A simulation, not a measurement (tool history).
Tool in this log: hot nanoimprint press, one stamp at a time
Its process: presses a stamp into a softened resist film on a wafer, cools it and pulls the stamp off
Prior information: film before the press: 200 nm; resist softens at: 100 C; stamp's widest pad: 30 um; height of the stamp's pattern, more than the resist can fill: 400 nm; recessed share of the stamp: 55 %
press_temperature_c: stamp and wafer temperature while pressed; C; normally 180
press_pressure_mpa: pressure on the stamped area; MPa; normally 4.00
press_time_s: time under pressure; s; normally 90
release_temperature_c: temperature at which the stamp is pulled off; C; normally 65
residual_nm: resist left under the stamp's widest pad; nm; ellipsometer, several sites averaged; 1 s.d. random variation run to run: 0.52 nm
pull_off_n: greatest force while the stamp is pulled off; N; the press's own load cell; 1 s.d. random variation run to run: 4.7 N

run	day	press_temperature_c	press_pressure_mpa	press_time_s	release_temperature_c	residual_nm	pull_off_n
1	0.000	180	4.00	90	65	91.9	326
2	0.221	180	4.00	90	65	90.8	319
# day 0.508: stamp cleaned and given a new release coat
3	0.742	180	4.22	90	65	89.1	244
4	1.038	180	4.22	90	65	88.8	244
5	1.442	180	4.22	90	65	89.6	226
6	1.858	180	4.22	90	65	89.8	232
7	2.179	180	4.00	90	67	91.8	229
8	2.529	180	4.00	90	67	91.7	232
9	2.792	180	4.00	90	67	92.2	243
10	3.212	180	4.00	90	67	92.2	236
11	3.475	180	4.00	97	65	88.2	236
12	3.775	180	2.65	97	65	109.9	246
13	4.250	180	2.65	97	65	108.9	245
14	4.604	180	2.65	97	65	109.8	242
15	5.071	180	2.65	97	65	108.8	243
16	5.392	180	4.00	85	52	94.2	258
17	5.812	176	4.74	90	65	96.0	243
18	6.188	180	5.99	90	65	76.2	238
19	6.479	175	4.88	154	71	80.9	239
20	6.792	186	4.88	86	71	69.8	236
21	7.112	186	4.88	86	71	71.8	244
22	7.367	186	4.88	86	71	70.7	237
23	7.638	188	4.88	115	55	59.7	263
24	7.892	188	4.49	110	55	63.0	265
25	8.296	186	4.00	126	52	67.6	276
26	8.708	173	4.00	90	65	114.5	259
27	8.996	178	3.36	87	53	108.3	282

For run 28, what comes out?
28	9.458	178	4.77	56	53	?	?

{"run 28": {"residual_nm": 105.3, "pull_off_n": 276}}
Take away the tool's hidden state, keep the run-to-run variation as it was, and the same run would have given residual_nm 99.9 nm, pull_off_n 250 N.

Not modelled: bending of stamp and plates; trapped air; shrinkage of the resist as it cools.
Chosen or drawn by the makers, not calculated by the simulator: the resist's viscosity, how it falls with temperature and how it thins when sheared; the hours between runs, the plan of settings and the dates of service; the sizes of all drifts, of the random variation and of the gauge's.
